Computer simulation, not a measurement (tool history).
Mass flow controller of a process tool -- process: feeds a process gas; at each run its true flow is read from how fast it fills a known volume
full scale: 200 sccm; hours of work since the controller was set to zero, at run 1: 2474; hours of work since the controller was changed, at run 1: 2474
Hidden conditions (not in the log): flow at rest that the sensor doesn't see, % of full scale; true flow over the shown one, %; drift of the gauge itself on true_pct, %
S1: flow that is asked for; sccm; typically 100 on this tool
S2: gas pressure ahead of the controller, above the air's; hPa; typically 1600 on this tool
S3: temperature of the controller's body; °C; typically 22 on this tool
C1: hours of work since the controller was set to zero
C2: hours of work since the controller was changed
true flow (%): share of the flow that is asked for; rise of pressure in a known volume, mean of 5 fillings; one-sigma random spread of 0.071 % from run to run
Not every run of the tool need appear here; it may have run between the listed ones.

{"run": 1, "hour": 0.0, "S1": 100, "S2": 1600, "S3": 22, "C1": 2474, "C2": 2474, "true flow (%)": 99.44}
{"run": 2, "hour": 174.2, "S1": 45, "S2": 1600, "S3": 22, "C1": 2539, "C2": 2539, "true flow (%)": 99.16}
{"run": 3, "hour": 356.5, "S1": 45, "S2": 1600, "S3": 22, "C1": 2607, "C2": 2607, "true flow (%)": 99.1}
{"run": 4, "hour": 497.4, "S1": 45, "S2": 1640, "S3": 22, "C1": 2660, "C2": 2660, "true flow (%)": 99.21}
{"run": 5, "hour": 623.7, "S1": 100, "S2": 2120, "S3": 22, "C1": 2708, "C2": 2708, "true flow (%)": 99.35}
{"run": 6, "hour": 808.5, "S1": 100, "S2": 2120, "S3": 22, "C1": 2777, "C2": 2777, "true flow (%)": 99.31}
{"run": 7, "hour": 962.9, "S1": 100, "S2": 2120, "S3": 22, "C1": 2835, "C2": 2835, "true flow (%)": 99.22}
{"run": 8, "hour": 1132.3, "S1": 100, "S2": 2120, "S3": 30, "C1": 2899, "C2": 2899, "true flow (%)": 99.99}
{"run": 9, "hour": 1327.8, "S1": 96, "S2": 2690, "S3": 23, "C1": 2972, "C2": 2972, "true flow (%)": 99.22}
{"run": 10, "hour": 1509.0, "S1": 96, "S2": 2690, "S3": 23, "C1": 3040, "C2": 3040, "true flow (%)": 99.23}
{"run": 11, "hour": 1606.0, "S1": 96, "S2": 2690, "S3": 23, "C1": 3077, "C2": 3077, "true flow (%)": 99.24}
{"run": 12, "hour": 1778.0, "S1": 96, "S2": 2670, "S3": 37, "C1": 3141, "C2": 3141, "true flow (%)": 100.05}
{"run": 13, "hour": 1920.6, "S1": 77, "S2": 2050, "S3": 28, "C1": 3195, "C2": 3195, "true flow (%)": 99.58}
{"run": 14, "hour": 2047.4, "S1": 77, "S2": 2050, "S3": 28, "C1": 3242, "C2": 3242, "true flow (%)": 99.72}

Consider 4 possible next runs. They are alternatives, not a sequence: every one starts from the tool as it was left by run 14. What does each give?
{"run": "A", "hour": 2197.1, "S1": 77, "S2": 1410, "S3": 21, "C1": 3298, "C2": 3298, "true flow (%)": "?"}
{"run": "B", "hour": 2197.1, "S1": 52, "S2": 1590, "S3": 20, "C1": 3298, "C2": 3298, "true flow (%)": "?"}
{"run": "C", "hour": 2197.1, "S1": 81, "S2": 2050, "S3": 28, "C1": 3298, "C2": 3298, "true flow (%)": "?"}
{"run": "D", "hour": 2197.1, "S1": 61, "S2": 1600, "S3": 32, "C1": 3298, "C2": 3298, "true flow (%)": "?"}

run=A true_flow_(%)=99.36
run=B true_flow_(%)=99.18
run=C true_flow_(%)=99.67
run=D true_flow_(%)=99.98
Stripped of hidden state, with their random variation kept, the same runs would have yielded:
run=A true_flow_(%)=99.35
run=B true_flow_(%)=99.17
run=C true_flow_(%)=99.66
run=D true_flow_(%)=99.97

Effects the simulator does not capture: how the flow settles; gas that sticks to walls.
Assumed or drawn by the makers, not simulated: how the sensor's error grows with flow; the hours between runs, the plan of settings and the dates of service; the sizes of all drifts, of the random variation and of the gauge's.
